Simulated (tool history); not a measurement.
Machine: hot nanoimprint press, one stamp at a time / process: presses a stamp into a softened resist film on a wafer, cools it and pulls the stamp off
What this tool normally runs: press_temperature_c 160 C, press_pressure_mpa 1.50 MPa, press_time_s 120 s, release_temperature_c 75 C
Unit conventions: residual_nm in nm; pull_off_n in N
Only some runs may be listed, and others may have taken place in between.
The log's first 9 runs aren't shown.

run,hour,press_temperature_c,press_pressure_mpa,press_time_s,release_temperature_c,residual_nm,pull_off_n
10,72.9,160,1.50,120,75,241.2,126
11,80.3,160,1.50,120,75,238.9,124
12,90.4,160,1.50,120,75,242.8,125
13,99.0,160,1.50,120,75,242.6,127
14,109.7,160,1.50,120,75,239.4,126
15,114.9,160,1.50,120,75,242.3,125
16,123.2,158,1.50,120,75,255.1,129
17,130.1,171,1.50,120,75,168.9,126
18,137.7,171,1.43,93,75,193.4,128
19,142.2,160,2.35,112,63,209.0,145
20,151.4,152,1.23,178,76,288.7,128
21,156.4,160,1.50,188,79,208.6,124
22,163.6,160,1.50,188,79,209.2,125
23,170.7,160,1.50,188,79,208.8,125
24,175.1,148,1.73,120,75,323.3,129
25,185.3,148,1.98,164,75,291.5,130
26,193.9,169,1.50,120,79,180.9,125
27,204.3,166,1.50,97,75,218.0,130
28,210.4,150,1.44,92,83,329.5,121
29,218.3,150,1.44,92,83,333.9,120
30,227.0,150,1.44,92,83,331.0,121
31,233.4,150,1.44,92,83,334.0,122

Alternative continuations, all from the tool just after run 31; predict every row:
A,239.9,160,1.50,120,68,?,?
B,239.9,169,1.22,92,83,?,?
C,239.9,164,1.97,120,75,?,?

run,residual_nm,pull_off_n
A,244.5,142
B,216.5,121
C,194.6,134
Stripped of hidden state, with their random variation kept, the same runs would have yielded:
run,residual_nm,pull_off_n
A,237.3,132
B,210.4,112
C,187.8,124
